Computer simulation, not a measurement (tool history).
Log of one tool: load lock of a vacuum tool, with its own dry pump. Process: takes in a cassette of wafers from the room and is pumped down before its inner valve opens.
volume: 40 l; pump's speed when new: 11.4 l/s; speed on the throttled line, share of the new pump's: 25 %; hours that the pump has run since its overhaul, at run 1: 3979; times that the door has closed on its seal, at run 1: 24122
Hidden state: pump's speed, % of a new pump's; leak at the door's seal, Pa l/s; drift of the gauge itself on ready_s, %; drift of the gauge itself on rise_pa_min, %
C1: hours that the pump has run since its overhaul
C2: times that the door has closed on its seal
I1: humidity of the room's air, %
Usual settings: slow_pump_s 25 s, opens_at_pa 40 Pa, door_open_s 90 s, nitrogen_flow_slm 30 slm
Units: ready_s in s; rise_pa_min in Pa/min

{"run": 1, "day": 0.0, "slow_pump_s": 25, "opens_at_pa": 40, "door_open_s": 90, "nitrogen_flow_slm": 30, "C1": 3979, "C2": 24122, "I1": 44.7, "ready_s": 47.2, "rise_pa_min": 0.247}
{"run": 2, "day": 18.925, "slow_pump_s": 25, "opens_at_pa": 40, "door_open_s": 90, "nitrogen_flow_slm": 6, "C1": 4433, "C2": 24755, "I1": 46.7, "ready_s": 47.2, "rise_pa_min": 0.283}
{"run": 3, "day": 31.167, "slow_pump_s": 25, "opens_at_pa": 40, "door_open_s": 90, "nitrogen_flow_slm": 13, "C1": 4727, "C2": 25164, "I1": 48.3, "ready_s": 47.4, "rise_pa_min": 0.283}
{"run": 4, "day": 51.538, "slow_pump_s": 25, "opens_at_pa": 40, "door_open_s": 90, "nitrogen_flow_slm": 13, "C1": 5216, "C2": 25844, "I1": 45.7, "ready_s": 47.7, "rise_pa_min": 0.292}
{"run": 5, "day": 72.542, "slow_pump_s": 25, "opens_at_pa": 79, "door_open_s": 90, "nitrogen_flow_slm": 30, "C1": 5720, "C2": 26546, "I1": 41.7, "ready_s": 45.5, "rise_pa_min": 0.274}
{"run": 6, "day": 94.654, "slow_pump_s": 25, "opens_at_pa": 40, "door_open_s": 90, "nitrogen_flow_slm": 30, "C1": 6250, "C2": 27285, "I1": 42.5, "ready_s": 47.6, "rise_pa_min": 0.279}
{"run": 7, "day": 108.538, "slow_pump_s": 33, "opens_at_pa": 63, "door_open_s": 37, "nitrogen_flow_slm": 17, "C1": 6584, "C2": 27748, "I1": 39.7, "ready_s": 52.1, "rise_pa_min": 0.259}
{"run": 8, "day": 120.104, "slow_pump_s": 22, "opens_at_pa": 63, "door_open_s": 37, "nitrogen_flow_slm": 11, "C1": 6861, "C2": 28135, "I1": 45, "ready_s": 43.8, "rise_pa_min": 0.279}
{"run": 9, "day": 134.708, "slow_pump_s": 25, "opens_at_pa": 42, "door_open_s": 47, "nitrogen_flow_slm": 6, "C1": 7212, "C2": 28623, "I1": 45.2, "ready_s": 47.5, "rise_pa_min": 0.304}
{"run": 10, "day": 149.392, "slow_pump_s": 34, "opens_at_pa": 42, "door_open_s": 47, "nitrogen_flow_slm": 6, "C1": 7564, "C2": 29113, "I1": 44.8, "ready_s": 54, "rise_pa_min": 0.3}
{"run": 11, "day": 159.433, "slow_pump_s": 25, "opens_at_pa": 40, "door_open_s": 205, "nitrogen_flow_slm": 11, "C1": 7805, "C2": 29449, "I1": 45.8, "ready_s": 47.7, "rise_pa_min": 0.404}

The same runs without the tool's hidden state, with the same run-to-run variation:
run=1 ready_s=46.2 rise_pa_min=0.062
run=2 ready_s=46.1 rise_pa_min=0.092
run=3 ready_s=46.3 rise_pa_min=0.087
run=4 ready_s=46.5 rise_pa_min=0.086
run=5 ready_s=44.3 rise_pa_min=0.058
run=6 ready_s=46.1 rise_pa_min=0.054
run=7 ready_s=50.8 rise_pa_min=0.033
run=8 ready_s=42.1 rise_pa_min=0.048
run=9 ready_s=45.7 rise_pa_min=0.061
run=10 ready_s=52.4 rise_pa_min=0.058
run=11 ready_s=45.8 rise_pa_min=0.151
